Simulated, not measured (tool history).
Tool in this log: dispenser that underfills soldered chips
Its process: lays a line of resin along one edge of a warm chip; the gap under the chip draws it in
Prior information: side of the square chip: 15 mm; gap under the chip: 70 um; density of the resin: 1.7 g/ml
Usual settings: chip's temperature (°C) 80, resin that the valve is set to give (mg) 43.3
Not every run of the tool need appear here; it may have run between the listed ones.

| run | hour | chip's temperature (°C) | resin that the valve is set to give (mg) | time until the resin shows at the far edge (s) | resin that the valve gave (mg) |
|---|---|---|---|---|---|
| 1 | 0.0 | 80 | 43.3 | 171.7 | 42.38 |
| 2 | 6.2 | 80 | 43.3 | 198.1 | 42.18 |
| 3 | 9.4 | 80 | 43.3 | 217.6 | 41.98 |
| 4 | 18.1 | 80 | 43.3 | 208.2 | 42.94 |
| 5 | 24.6 | 80 | 46.2 | 188.2 | 46.06 |
| 6 | 28.4 | 80 | 46.2 | 203.7 | 46.06 |
| 7 | 33.1 | 80 | 46.2 | 175.8 | 45.93 |
| 8 | 37.7 | 80 | 46.2 | 198.6 | 45.73 |
| 9 | 45.1 | 80 | 39.0 | 188.6 | 38.62 |
| 10 | 50.9 | 80 | 39.0 | 220.4 | 38.53 |
| 11 | 58.9 | 80 | 39.0 | 203.4 | 38.37 |
| 12 | 64.8 | 80 | 39.0 | 186.0 | 38.41 |
| 13 | 68.4 | 80 | 39.0 | 203.5 | 38.40 |
| 14 | 72.1 | 80 | 39.0 | 223.5 | 38.35 |
| 15 | 77.0 | 95 | 56.3 | 97.8 | 55.18 |
| 16 | 82.2 | 69 | 44.5 | 380.7 | 43.83 |
| 17 | 86.8 | 69 | 44.5 | 328.1 | 43.48 |
| 18 | 93.2 | 72 | 40.4 | 340.3 | 39.35 |
| 19 | 100.2 | 88 | 52.7 | 139.3 | 51.25 |
| 20 | 105.2 | 81 | 53.2 | 170.4 | 51.81 |
| 21 | 108.7 | 90 | 43.0 | 128.4 | 41.89 |
| 22 | 113.5 | 85 | 45.5 | 177.4 | 44.06 |
| 23 | 117.5 | 80 | 51.8 | 182.3 | 50.43 |
| 24 | 124.1 | 80 | 51.8 | 220.3 | 50.23 |
| 25 | 129.2 | 88 | 43.2 | 134.7 | 43.21 |
| 26 | 136.1 | 88 | 43.2 | 155.8 | 42.87 |
| 27 | 141.7 | 88 | 43.2 | 140.2 | 43.06 |
| 28 | 148.3 | 79 | 43.2 | 191.3 | 42.95 |

Taken out of this log: 16 entries between the listed runs. Where each belongs, and how the hidden state differs across it:
Runs 3 to 4: new syringe of resin (hour 10.6); dispensing valve cleaned and set on the balance (hour 14.0)
  resin's viscosity, % of fresh resin's: 124.9 -> 118.8; dose that the valve gives, % of what is set: 97.41 -> 99.61; true chip temperature over the reading, C: -0.3 -> -0.31
  measured minus no-state result, time until the resin shows at the far edge (s): +46.3 -> +35.5; resin that the valve gave (mg): -1.11 -> -0.17
Runs 4 to 5: new syringe of resin (hour 21.8)
  resin's viscosity, % of fresh resin's: 118.8 -> 107.8; dose that the valve gives, % of what is set: 99.61 -> 99.46; true chip temperature over the reading, C: -0.31 -> -0.32
  measured minus no-state result, time until the resin shows at the far edge (s): +35.5 -> +16.1; resin that the valve gave (mg): -0.17 -> -0.25
Runs 6 to 7: new syringe of resin (hour 32.5)
  resin's viscosity, % of fresh resin's: 119 -> 101.1; dose that the valve gives, % of what is set: 99.37 -> 99.27; true chip temperature over the reading, C: -0.33 -> -0.34
  measured minus no-state result, time until the resin shows at the far edge (s): +35.1 -> +4.7; resin that the valve gave (mg): -0.29 -> -0.34
Runs 8 to 9: new syringe of resin (hour 42.6)
  resin's viscosity, % of fresh resin's: 114.2 -> 107.2; dose that the valve gives, % of what is set: 99.15 -> 98.98; true chip temperature over the reading, C: -0.35 -> -0.36
  measured minus no-state result, time until the resin shows at the far edge (s): +27.6 -> +15.9; resin that the valve gave (mg): -0.40 -> -0.40
Runs 10 to 11: new syringe of resin (hour 52.9)
  resin's viscosity, % of fresh resin's: 124.7 -> 117.4; dose that the valve gives, % of what is set: 98.83 -> 98.64; true chip temperature over the reading, C: -0.37 -> -0.39
  measured minus no-state result, time until the resin shows at the far edge (s): +47.1 -> +33.7; resin that the valve gave (mg): -0.46 -> -0.53
Runs 11 to 12: new syringe of resin (hour 63.0)
  resin's viscosity, % of fresh resin's: 117.4 -> 104.4; dose that the valve gives, % of what is set: 98.64 -> 98.51; true chip temperature over the reading, C: -0.39 -> -0.4
  measured minus no-state result, time until the resin shows at the far edge (s): +33.7 -> +11.4; resin that the valve gave (mg): -0.53 -> -0.58
Runs 14 to 15: new syringe of resin (hour 73.7)
  resin's viscosity, % of fresh resin's: 126.6 -> 111.6; dose that the valve gives, % of what is set: 98.34 -> 98.22; true chip temperature over the reading, C: -0.41 -> -0.42
  measured minus no-state result, time until the resin shows at the far edge (s): +50.8 -> +11.7; resin that the valve gave (mg): -0.65 -> -1.00
Runs 16 to 17: new syringe of resin (hour 83.9)
  resin's viscosity, % of fresh resin's: 128.1 -> 110.8; dose that the valve gives, % of what is set: 98.1 -> 97.99; true chip temperature over the reading, C: -0.43 -> -0.44
  measured minus no-state result, time until the resin shows at the far edge (s): +90.1 -> +38.9; resin that the valve gave (mg): -0.85 -> -0.90
Runs 18 to 19: new syringe of resin (hour 94.5)
  resin's viscosity, % of fresh resin's: 131.4 -> 116.2; dose that the valve gives, % of what is set: 97.83 -> 97.66; true chip temperature over the reading, C: -0.45 -> -0.47
  measured minus no-state result, time until the resin shows at the far edge (s): +87.7 -> +22.0; resin that the valve gave (mg): -0.87 -> -1.23
Runs 19 to 20: new syringe of resin (hour 104.9)
  resin's viscosity, % of fresh resin's: 116.2 -> 102; dose that the valve gives, % of what is set: 97.66 -> 97.56
  measured minus no-state result, time until the resin shows at the far edge (s): +22.0 -> +7.0; resin that the valve gave (mg): -1.23 -> -1.30
Runs 22 to 23: new syringe of resin (hour 115.2)
  resin's viscosity, % of fresh resin's: 127 -> 107; dose that the valve gives, % of what is set: 97.37 -> 97.27; true chip temperature over the reading, C: -0.49 -> -0.5
  measured minus no-state result, time until the resin shows at the far edge (s): +41.0 -> +16.0; resin that the valve gave (mg): -1.20 -> -1.41
Runs 24 to 25: dispensing valve cleaned and set on the balance (hour 125.8); new syringe of resin (hour 126.5)
  resin's viscosity, % of fresh resin's: 127.4 -> 107.7; dose that the valve gives, % of what is set: 97.12 -> 99.9; true chip temperature over the reading, C: -0.51 -> -0.52
  measured minus no-state result, time until the resin shows at the far edge (s): +51.6 -> +12.5; resin that the valve gave (mg): -1.48 -> -0.05
Runs 26 to 27: new syringe of resin (hour 137.0)
  resin's viscosity, % of fresh resin's: 129 -> 114.9; dose that the valve gives, % of what is set: 99.73 -> 99.6; true chip temperature over the reading, C: -0.53 -> -0.54
  measured minus no-state result, time until the resin shows at the far edge (s): +38.0 -> +21.1; resin that the valve gave (mg): -0.12 -> -0.17
Runs 27 to 28: new syringe of resin (hour 147.4)
  resin's viscosity, % of fresh resin's: 114.9 -> 103.5; dose that the valve gives, % of what is set: 99.6 -> 99.45; true chip temperature over the reading, C: -0.54 -> -0.55
  measured minus no-state result, time until the resin shows at the far edge (s): +21.1 -> +11.2; resin that the valve gave (mg): -0.17 -> -0.24
